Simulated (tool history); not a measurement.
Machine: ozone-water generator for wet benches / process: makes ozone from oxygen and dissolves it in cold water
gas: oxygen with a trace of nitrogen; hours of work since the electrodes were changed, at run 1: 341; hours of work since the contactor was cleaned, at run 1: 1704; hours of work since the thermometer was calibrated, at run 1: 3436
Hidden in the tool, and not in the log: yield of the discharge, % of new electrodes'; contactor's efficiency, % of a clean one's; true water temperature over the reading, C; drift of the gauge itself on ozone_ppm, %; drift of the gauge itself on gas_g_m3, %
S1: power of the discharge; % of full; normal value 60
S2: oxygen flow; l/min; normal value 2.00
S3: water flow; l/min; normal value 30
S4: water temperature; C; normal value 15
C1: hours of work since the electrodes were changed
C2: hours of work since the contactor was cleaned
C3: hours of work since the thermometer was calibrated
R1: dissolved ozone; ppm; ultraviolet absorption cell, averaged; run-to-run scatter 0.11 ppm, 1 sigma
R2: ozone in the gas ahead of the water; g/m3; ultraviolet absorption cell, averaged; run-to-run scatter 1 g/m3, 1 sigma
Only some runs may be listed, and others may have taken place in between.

run,hour,S1,S2,S3,S4,C1,C2,C3,R1,R2
1,0.0,60,2.00,30,15,341,1704,3436,6.6,181.4
2,23.6,60,2.00,30,15,360,1723,3455,6.7,182.3
3,40.4,60,2.00,30,15,373,1737,3469,6.7,181.9
4,59.3,60,2.00,30,15,389,1752,3484,6.6,181.9
5,83.3,60,2.00,30,15,408,1772,3504,6.9,181.5
6,100.2,60,1.07,30,15,422,1785,3517,5.1,249.2
7,124.7,60,2.00,30,9,442,1805,3537,6.9,179.7
8,144.1,60,2.00,30,9,457,1821,3553,6.9,180.2
9,178.1,60,2.39,42,13,485,1848,3581,4.8,167.3
10,199.6,60,2.39,42,13,502,1866,3598,4.4,163.4
11,216.9,46,1.47,18,8,516,1880,3612,9.8,179.0
12,233.6,46,1.47,18,8,530,1893,3626,9.7,178.6
13,259.5,46,1.47,18,8,551,1914,3647,9.7,177.6
14,291.9,42,3.13,20,16,577,1941,3673,9.6,114.8
15,315.6,62,1.02,19,17,596,1960,3692,9.3,258.3

Run by run, hidden condition taken away, random variation retained:
run,R1,R2
1,6.8,182.1
2,7.0,183.1
3,6.9,182.8
4,6.9,182.9
5,7.1,182.7
6,5.3,250.9
7,7.2,181.0
8,7.2,181.7
9,5.1,168.8
10,4.6,165.0
11,10.1,180.4
12,10.0,180.1
13,10.0,179.2
14,10.0,115.8
15,9.7,261.8
